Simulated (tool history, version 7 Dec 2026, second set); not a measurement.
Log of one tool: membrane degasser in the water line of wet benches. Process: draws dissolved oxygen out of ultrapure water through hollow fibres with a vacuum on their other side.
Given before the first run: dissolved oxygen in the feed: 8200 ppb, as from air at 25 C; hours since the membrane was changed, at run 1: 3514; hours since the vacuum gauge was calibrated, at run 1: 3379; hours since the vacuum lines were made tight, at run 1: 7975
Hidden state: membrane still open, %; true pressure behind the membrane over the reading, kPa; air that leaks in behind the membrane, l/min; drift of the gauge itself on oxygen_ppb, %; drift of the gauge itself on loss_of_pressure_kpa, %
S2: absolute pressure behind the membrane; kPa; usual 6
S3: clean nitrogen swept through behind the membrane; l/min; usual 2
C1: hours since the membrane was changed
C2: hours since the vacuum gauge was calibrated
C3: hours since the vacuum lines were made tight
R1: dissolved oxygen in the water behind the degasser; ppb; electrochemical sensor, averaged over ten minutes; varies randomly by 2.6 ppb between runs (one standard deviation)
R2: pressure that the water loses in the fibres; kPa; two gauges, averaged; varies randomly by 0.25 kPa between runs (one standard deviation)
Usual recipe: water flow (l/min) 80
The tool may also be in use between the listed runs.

{"run": 1, "hour": 0.0, "water flow (l/min)": 80, "S2": 6, "S3": 2, "C1": 3514, "C2": 3379, "C3": 7975, "R1": 279.5, "R2": 67.03}
{"run": 2, "hour": 112.4, "water flow (l/min)": 80, "S2": 6, "S3": 2.79, "C1": 3627, "C2": 3491, "C3": 8088, "R1": 222.4, "R2": 67.05}
{"run": 3, "hour": 199.8, "water flow (l/min)": 80, "S2": 10.28, "S3": 2, "C1": 3714, "C2": 3579, "C3": 8175, "R1": 598.8, "R2": 67.11}
{"run": 4, "hour": 261.5, "water flow (l/min)": 80, "S2": 6.56, "S3": 2, "C1": 3776, "C2": 3641, "C3": 8237, "R1": 324, "R2": 67.1}
{"run": 5, "hour": 389.8, "water flow (l/min)": 80, "S2": 6.56, "S3": 2, "C1": 3904, "C2": 3769, "C3": 8365, "R1": 329.8, "R2": 66.96}
{"run": 6, "hour": 503.3, "water flow (l/min)": 80, "S2": 6, "S3": 2, "C1": 4018, "C2": 3882, "C3": 8479, "R1": 285.3, "R2": 68.01}
{"run": 7, "hour": 594.6, "water flow (l/min)": 124, "S2": 6, "S3": 2, "C1": 4109, "C2": 3974, "C3": 8570, "R1": 466.2, "R2": 103.89}
{"run": 8, "hour": 720.4, "water flow (l/min)": 80, "S2": 13.48, "S3": 2, "C1": 4235, "C2": 4099, "C3": 8696, "R1": 832.5, "R2": 67.4}
{"run": 9, "hour": 830.3, "water flow (l/min)": 80, "S2": 13.48, "S3": 2, "C1": 4345, "C2": 4209, "C3": 8806, "R1": 818, "R2": 67.49}
{"run": 10, "hour": 907.4, "water flow (l/min)": 73, "S2": 6, "S3": 2, "C1": 4422, "C2": 4286, "C3": 8883, "R1": 259.1, "R2": 61.57}
{"run": 11, "hour": 992.2, "water flow (l/min)": 73, "S2": 6, "S3": 2, "C1": 4507, "C2": 4371, "C3": 8968, "R1": 256.2, "R2": 61.78}
{"run": 12, "hour": 1048.8, "water flow (l/min)": 80, "S2": 6, "S3": 1.06, "C1": 4563, "C2": 4428, "C3": 9024, "R1": 424.8, "R2": 67.63}
{"run": 13, "hour": 1170.2, "water flow (l/min)": 81, "S2": 6, "S3": 2, "C1": 4685, "C2": 4549, "C3": 9146, "R1": 281, "R2": 68.07}
{"run": 14, "hour": 1296.2, "water flow (l/min)": 81, "S2": 6, "S3": 2, "C1": 4811, "C2": 4675, "C3": 9272, "R1": 293.3, "R2": 68.41}
{"run": 15, "hour": 1379.6, "water flow (l/min)": 50, "S2": 14.64, "S3": 2, "C1": 4894, "C2": 4759, "C3": 9355, "R1": 598.3, "R2": 42.61}
{"run": 16, "hour": 1492.2, "water flow (l/min)": 128, "S2": 3.72, "S3": 1.57, "C1": 5007, "C2": 4871, "C3": 9468, "R1": 272.5, "R2": 108.42}
{"run": 17, "hour": 1611.0, "water flow (l/min)": 80, "S2": 9.33, "S3": 2.01, "C1": 5126, "C2": 4990, "C3": 9586, "R1": 535.3, "R2": 68.18}
{"run": 18, "hour": 1700.7, "water flow (l/min)": 80, "S2": 9.33, "S3": 2.01, "C1": 5215, "C2": 5080, "C3": 9676, "R1": 539.6, "R2": 67.7}
{"run": 19, "hour": 1812.3, "water flow (l/min)": 80, "S2": 4.92, "S3": 2.98, "C1": 5327, "C2": 5191, "C3": 9788, "R1": 161, "R2": 68.02}
{"run": 20, "hour": 1864.6, "water flow (l/min)": 80, "S2": 4.92, "S3": 2.98, "C1": 5379, "C2": 5244, "C3": 9840, "R1": 165.9, "R2": 68.02}
{"run": 21, "hour": 1956.2, "water flow (l/min)": 123, "S2": 8.33, "S3": 5.76, "C1": 5471, "C2": 5335, "C3": 9932, "R1": 396.5, "R2": 104.03}
{"hour": 1992.2, "done": "seals of the vacuum lines changed"}
{"run": 22, "hour": 2043.7, "water flow (l/min)": 61, "S2": 6, "S3": 2, "C1": 5556, "C2": 5421, "C3": 51, "R1": 213.5, "R2": 51.93}
{"run": 23, "hour": 2122.9, "water flow (l/min)": 61, "S2": 6, "S3": 2, "C1": 5635, "C2": 5500, "C3": 131, "R1": 216.9, "R2": 52.07}
{"run": 24, "hour": 2188.0, "water flow (l/min)": 61, "S2": 6, "S3": 2, "C1": 5700, "C2": 5565, "C3": 196, "R1": 217.4, "R2": 52.09}
{"run": 25, "hour": 2243.0, "water flow (l/min)": 62, "S2": 7.34, "S3": 3.35, "C1": 5755, "C2": 5620, "C3": 251, "R1": 199.6, "R2": 52.97}
{"run": 26, "hour": 2337.8, "water flow (l/min)": 62, "S2": 7.34, "S3": 3.35, "C1": 5850, "C2": 5715, "C3": 346, "R1": 204.2, "R2": 52.97}
{"run": 27, "hour": 2433.2, "water flow (l/min)": 62, "S2": 7.34, "S3": 3.35, "C1": 5946, "C2": 5810, "C3": 441, "R1": 207.7, "R2": 53.01}
{"run": 28, "hour": 2493.0, "water flow (l/min)": 62, "S2": 5.49, "S3": 2.36, "C1": 6006, "C2": 5870, "C3": 501, "R1": 168, "R2": 53.1}

Alternative continuations, all from the tool just after run 28; predict every row:
{"run": "A", "hour": 2557.0, "water flow (l/min)": 62, "S2": 5.49, "S3": 2.64, "C1": 6069, "C2": 5934, "C3": 565, "R1": "?", "R2": "?"}
{"run": "B", "hour": 2557.0, "water flow (l/min)": 85, "S2": 6, "S3": 2, "C1": 6069, "C2": 5934, "C3": 565, "R1": "?", "R2": "?"}
{"run": "C", "hour": 2557.0, "water flow (l/min)": 80, "S2": 11.78, "S3": 2, "C1": 6069, "C2": 5934, "C3": 565, "R1": "?", "R2": "?"}
{"run": "D", "hour": 2557.0, "water flow (l/min)": 62, "S2": 5.73, "S3": 1.67, "C1": 6069, "C2": 5934, "C3": 565, "R1": "?", "R2": "?"}

run=A R1=157.1 R2=53.11
run=B R1=315.6 R2=72.44
run=C R1=715.6 R2=68.43
run=D R1=234.6 R2=52.77
What these runs would have given with no unlogged condition in the tool:
run=A R1=131.8 R2=51
run=B R1=272.5 R2=69.56
run=C R1=678.4 R2=65.71
run=D R1=200.3 R2=50.68

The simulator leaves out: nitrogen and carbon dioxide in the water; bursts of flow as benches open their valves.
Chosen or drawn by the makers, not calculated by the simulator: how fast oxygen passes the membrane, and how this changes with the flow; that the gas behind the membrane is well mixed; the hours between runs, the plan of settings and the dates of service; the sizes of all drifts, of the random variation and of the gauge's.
